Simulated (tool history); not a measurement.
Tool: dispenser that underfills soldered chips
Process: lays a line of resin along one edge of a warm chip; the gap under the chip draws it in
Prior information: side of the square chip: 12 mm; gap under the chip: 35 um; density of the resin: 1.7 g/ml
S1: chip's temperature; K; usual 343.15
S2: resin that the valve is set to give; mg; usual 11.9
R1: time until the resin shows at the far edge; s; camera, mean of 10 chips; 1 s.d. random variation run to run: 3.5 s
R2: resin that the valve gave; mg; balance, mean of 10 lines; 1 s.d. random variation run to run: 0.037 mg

run	hour	S1	S2	R1	R2
1	0.0	343.15	11.9	509.0	11.24
# hour 1.1: new syringe of resin
2	8.7	343.15	11.9	422.7	11.18
# hour 18.1: new syringe of resin
3	18.1	343.15	11.9	355.1	11.15
# hour 23.7: dispensing valve cleaned and set on the balance
4	26.7	343.15	11.9	412.7	11.91
# hour 36.2: new syringe of resin
5	36.8	343.15	11.9	355.6	11.76
6	43.3	346.15	11.9	367.3	11.81
7	48.1	346.15	14.7	402.2	14.54
# hour 52.9: new syringe of resin
8	58.0	330.15	11.9	594.1	11.64
9	64.7	330.15	11.9	677.0	11.63
# hour 69.9: new syringe of resin
10	73.6	352.15	15.1	268.1	14.71
11	83.4	352.15	15.1	340.3	14.65
# hour 87.4: new syringe of resin
12	87.9	352.15	15.1	256.3	14.65
13	95.1	328.15	12.4	674.6	11.93
14	100.9	328.15	12.4	773.7	11.93
# hour 104.6: new syringe of resin
15	106.0	330.15	14.9	537.3	14.33
16	111.4	346.15	14.2	353.2	13.61
17	118.1	346.15	14.2	406.2	13.57

Consider 3 possible next runs. They are alternatives, not a sequence: every one starts from the tool as it was left by run 17. What does each give?
# hour 121.3: new syringe of resin
A	125.6	346.15	15.0	?	?
# hour 121.3: new syringe of resin
B	125.6	339.15	11.2	?	?
# hour 121.3: new syringe of resin
C	125.6	330.15	13.4	?	?

run	R1	R2
A	323.8	14.31
B	436.5	10.64
C	559.1	12.72
Take away the tool's hidden state, keep each run's random variation, and the runs would have read:
run	R1	R2
A	307.9	15.06
B	410.4	11.20
C	531.2	13.39
